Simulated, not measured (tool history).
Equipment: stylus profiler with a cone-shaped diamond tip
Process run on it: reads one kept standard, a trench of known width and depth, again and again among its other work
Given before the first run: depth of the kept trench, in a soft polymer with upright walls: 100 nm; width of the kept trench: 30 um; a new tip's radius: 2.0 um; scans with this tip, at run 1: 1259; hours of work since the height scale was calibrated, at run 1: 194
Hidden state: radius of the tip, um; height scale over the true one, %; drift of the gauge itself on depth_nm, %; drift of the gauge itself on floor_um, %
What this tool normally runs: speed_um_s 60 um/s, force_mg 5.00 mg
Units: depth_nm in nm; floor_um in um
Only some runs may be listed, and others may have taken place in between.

run	day	speed_um_s	force_mg	scans with this tip	hours of work since the height scale was calibrated	depth_nm	floor_um
1	0.000	60	5.00	1259	194	102.16	28.39
2	0.483	60	5.00	1293	199	101.97	28.43
3	1.029	60	5.00	1330	205	102.18	28.48
4	1.654	35	5.00	1373	211	102.10	28.53
5	2.050	60	3.03	1400	216	101.41	28.37
6	2.621	60	5.00	1439	222	102.07	28.43
7	3.233	60	5.00	1481	228	102.14	28.45
# day 3.312: height scale calibrated on a step standard
8	3.683	39	5.00	1510	4	102.10	28.48
9	4.183	39	5.00	1545	9	102.18	28.52
10	4.517	39	11.93	1568	13	103.89	28.61
11	5.154	39	11.93	1611	19	103.82	28.56
12	5.738	39	11.93	1651	26	103.89	28.60
13	6.100	185	6.88	1676	29	102.61	28.02
# day 6.638: height scale calibrated on a step standard, once more
14	6.638	49	5.00	1711	0	102.06	28.47
15	7.071	88	4.27	1741	5	101.83	28.32
16	7.454	88	4.27	1767	9	101.96	28.29
17	8.092	88	4.27	1811	15	101.79	28.29
18	8.371	27	12.25	1830	18	103.63	28.62
19	8.833	116	5.10	1862	23	101.98	28.12
20	9.338	98	2.29	1896	28	101.15	28.05
21	9.788	151	2.13	1927	33	101.27	27.66
22	10.346	85	2.13	1965	39	101.01	28.10
23	10.796	85	2.13	1996	44	101.19	28.09

4 options for the next run, each taken on its own from the tool as it stands now. Forecast them:
A	11.342	59	5.00	2033	50	?	?
B	11.342	42	3.12	2033	50	?	?
C	11.342	24	5.00	2033	50	?	?
D	11.342	32	2.74	2033	50	?	?

run	depth_nm	floor_um
A	102.08	28.38
B	101.57	28.48
C	101.95	28.59
D	101.35	28.53
Without the tool's unlogged condition, the same runs would have read:
run	depth_nm	floor_um
A	102.10	28.45
B	101.59	28.56
C	101.97	28.66
D	101.37	28.60
